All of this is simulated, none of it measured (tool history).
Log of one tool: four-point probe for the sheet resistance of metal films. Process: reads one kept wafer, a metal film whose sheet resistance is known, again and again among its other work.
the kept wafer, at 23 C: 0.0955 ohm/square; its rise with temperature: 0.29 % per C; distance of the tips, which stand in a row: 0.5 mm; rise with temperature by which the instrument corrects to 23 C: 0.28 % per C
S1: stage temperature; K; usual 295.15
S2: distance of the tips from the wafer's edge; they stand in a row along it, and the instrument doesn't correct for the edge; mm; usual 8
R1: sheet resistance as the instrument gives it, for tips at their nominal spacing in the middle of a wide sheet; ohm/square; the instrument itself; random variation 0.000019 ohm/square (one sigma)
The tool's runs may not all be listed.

run	hour	S1	S2	R1
1	0	295.15	8	0.095766
2	24.8	295.15	8	0.095811
3	47.7	295.15	12	0.095715
4	86.4	295.15	6	0.095973
5	114.8	295.15	6	0.095945
6	145.8	295.15	6	0.095931
7	182.2	295.15	6	0.095947
8	206.5	295.15	14	0.095681
9	243.4	295.15	60	0.095624
10	273.7	295.15	60	0.095619
11	298.5	295.15	60	0.095618
12	316.8	295.15	42	0.095572
13	353.3	295.15	42	0.095629
14	380.2	295.15	42	0.095608
15	407.9	299.15	8	0.095818
16	439.2	295.15	8	0.09581
17	464.3	295.15	8	0.095819
18	492.7	295.15	13	0.095651
19	523.3	295.15	13	0.095693
20	550.6	295.15	13	0.095669
# hour 559: stage's thermometer calibrated
21	586	295.15	8	0.095984
22	616.2	305.15	8	0.096084
23	655.1	302.15	22	0.095872
# hour 680.3: stage's thermometer calibrated, once more
24	697.7	302.15	22	0.095436
25	716.5	297.15	3	0.096773
26	736.9	298.15	59	0.095368
27	763.1	298.15	59	0.095345
28	802.1	295.15	8	0.095533
29	838.2	295.15	8	0.095517
30	877	301.15	16	0.095451
31	897.5	301.15	16	0.095418
32	920.8	292.15	20	0.095341
33	964.1	292.15	6	0.095664
34	994.5	292.15	6	0.095647
35	1018.5	292.15	6	0.095664
36	1062	292.15	6	0.095674
37	1084.4	301.15	8	0.095575
38	1121.6	301.15	8	0.095561
39	1142.9	295.15	44	0.095328
40	1171.8	300.15	8	0.0956
41	1190.9	304.15	58	0.095416
42	1220.1	300.15	17	0.09541
43	1255.4	300.15	17	0.095398
44	1288.5	299.15	41	0.095354

Forecast each of these 5 alternatives for the next run:
A	1315.3	300.15	16	?
B	1315.3	296.15	6	?
C	1315.3	297.15	5	?
D	1315.3	307.15	4	?
E	1315.3	306.15	37	?

run	R1
A	0.095421
B	0.095701
C	0.095862
D	0.096255
E	0.095441
Without the tool's hidden state the same runs would have given:
run	R1
A	0.095585
B	0.095866
C	0.096026
D	0.096421
E	0.095606
